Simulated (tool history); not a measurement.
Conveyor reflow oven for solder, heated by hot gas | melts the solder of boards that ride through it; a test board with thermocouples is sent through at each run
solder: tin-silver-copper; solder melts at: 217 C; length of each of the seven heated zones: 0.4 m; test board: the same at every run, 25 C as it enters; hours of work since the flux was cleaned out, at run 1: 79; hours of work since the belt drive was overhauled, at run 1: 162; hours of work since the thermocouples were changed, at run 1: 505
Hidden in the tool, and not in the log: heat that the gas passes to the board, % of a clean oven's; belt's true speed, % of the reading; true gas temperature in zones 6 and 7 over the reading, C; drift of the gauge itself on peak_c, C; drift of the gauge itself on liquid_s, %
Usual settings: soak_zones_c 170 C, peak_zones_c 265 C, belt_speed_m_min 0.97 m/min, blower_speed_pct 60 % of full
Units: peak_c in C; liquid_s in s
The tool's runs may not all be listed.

| run | hour | soak_zones_c | peak_zones_c | belt_speed_m_min | blower_speed_pct | hours of work since the flux was cleaned out | hours of work since the belt drive was overhauled | hours of work since the thermocouples were changed | peak_c | liquid_s |
|---|---|---|---|---|---|---|---|---|---|---|
| 1 | 0 | 170 | 265 | 0.97 | 60 | 79 | 162 | 505 | 240.01 | 27.3 |
| 2 | 10.8 | 170 | 265 | 0.97 | 60 | 85 | 168 | 510 | 239.89 | 27.22 |
| 3 | 18.9 | 170 | 265 | 0.97 | 60 | 89 | 172 | 514 | 239.9 | 27.26 |
| 4 | 29.1 | 170 | 265 | 0.97 | 60 | 94 | 177 | 519 | 239.9 | 27.19 |
| 5 | 35.7 | 170 | 265 | 0.97 | 60 | 97 | 180 | 523 | 239.86 | 27.2 |
| 6 | 45 | 170 | 265 | 1.088 | 60 | 102 | 185 | 527 | 234.87 | 19.91 |
| 7 | 52 | 170 | 265 | 0.97 | 51 | 105 | 188 | 531 | 237.07 | 24.71 |
| 8 | 62.2 | 170 | 265 | 0.97 | 51 | 110 | 193 | 536 | 237.29 | 24.65 |
| 9 | 67.7 | 170 | 265 | 0.97 | 51 | 113 | 196 | 539 | 237.19 | 24.68 |
| 10 | 78.4 | 170 | 265 | 0.97 | 51 | 119 | 201 | 544 | 237.23 | 24.51 |
| 11 | 83.4 | 170 | 265 | 0.97 | 51 | 121 | 204 | 547 | 237.09 | 24.59 |
| 12 | 91.2 | 170 | 265 | 0.97 | 83 | 125 | 208 | 550 | 244.48 | 31.06 |
| 13 | 99.4 | 170 | 265 | 0.97 | 60 | 129 | 212 | 555 | 239.69 | 27.06 |
| 14 | 109 | 170 | 258 | 0.97 | 60 | 134 | 217 | 559 | 234.44 | 22.83 |
| 15 | 115.7 | 170 | 265 | 1.121 | 60 | 137 | 220 | 563 | 233.04 | 17.8 |
| 16 | 123.8 | 170 | 265 | 1.121 | 60 | 141 | 224 | 567 | 233.15 | 17.74 |
| 17 | 128.8 | 170 | 278 | 0.97 | 60 | 144 | 226 | 569 | 249.84 | 33.34 |
| 18 | 135.9 | 170 | 271 | 0.97 | 60 | 147 | 230 | 573 | 244.19 | 30.02 |
| 19 | 142.1 | 170 | 271 | 0.97 | 60 | 150 | 233 | 576 | 244.16 | 30.03 |
| 20 | 150.3 | 158 | 271 | 0.97 | 55 | 154 | 237 | 580 | 239.41 | 24.42 |
| 21 | 158.4 | 170 | 269 | 0.97 | 60 | 158 | 241 | 584 | 242.62 | 28.85 |
| 22 | 168.2 | 164 | 265 | 0.97 | 60 | 163 | 246 | 589 | 237.81 | 24.31 |
| 23 | 176.8 | 164 | 265 | 0.97 | 60 | 168 | 250 | 593 | 237.87 | 24.37 |
| 24 | 183.7 | 164 | 263 | 0.97 | 58 | 171 | 254 | 597 | 235.8 | 22.65 |
| 25 | 190.6 | 164 | 255 | 0.96 | 59 | 174 | 257 | 600 | 230.15 | 18.04 |
| 26 | 196.2 | 170 | 280 | 0.97 | 60 | 177 | 260 | 603 | 251.03 | 33.95 |
| 27 | 203.9 | 170 | 280 | 0.97 | 60 | 181 | 264 | 607 | 251.15 | 33.88 |
| 28 | 213.8 | 170 | 280 | 0.97 | 60 | 186 | 269 | 612 | 251.07 | 34.02 |
| 29 | 220.4 | 170 | 261 | 0.97 | 59 | 189 | 272 | 615 | 235.89 | 24 |
| 30 | 225.9 | 180 | 264 | 0.97 | 60 | 192 | 275 | 618 | 241.14 | 30.28 |
| 31 | 231.3 | 175 | 262 | 0.97 | 60 | 195 | 278 | 620 | 238.28 | 27.08 |

Hidden state or all else? Some run-to-run changes of peak_c, split into what the settings, what came in and random variation would give without the hidden state, and what is left for the hidden state (with any gauge scatter that isn't in both results):
Run 5 -> 6: belt_speed_m_min 0.97 -> 1.088. peak_c -4.99 C: hidden state -0.15, all else -4.84.
Run 14 -> 15: peak_zones_c 258 -> 265, belt_speed_m_min 0.97 -> 1.121. peak_c -1.4 C: hidden state -0.26, all else -1.14.
Run 16 -> 17: peak_zones_c 265 -> 278, belt_speed_m_min 1.121 -> 0.97. peak_c +16.69 C: hidden state +0.1, all else +16.59.
Run 25 -> 26: soak_zones_c 164 -> 170, peak_zones_c 255 -> 280, belt_speed_m_min 0.96 -> 0.97, blower_speed_pct 59 -> 60. peak_c +20.88 C: hidden state -0.21, all else +21.09.
Run 28 -> 29: peak_zones_c 280 -> 261, blower_speed_pct 60 -> 59. peak_c -15.18 C: hidden state +0.15, all else -15.33.
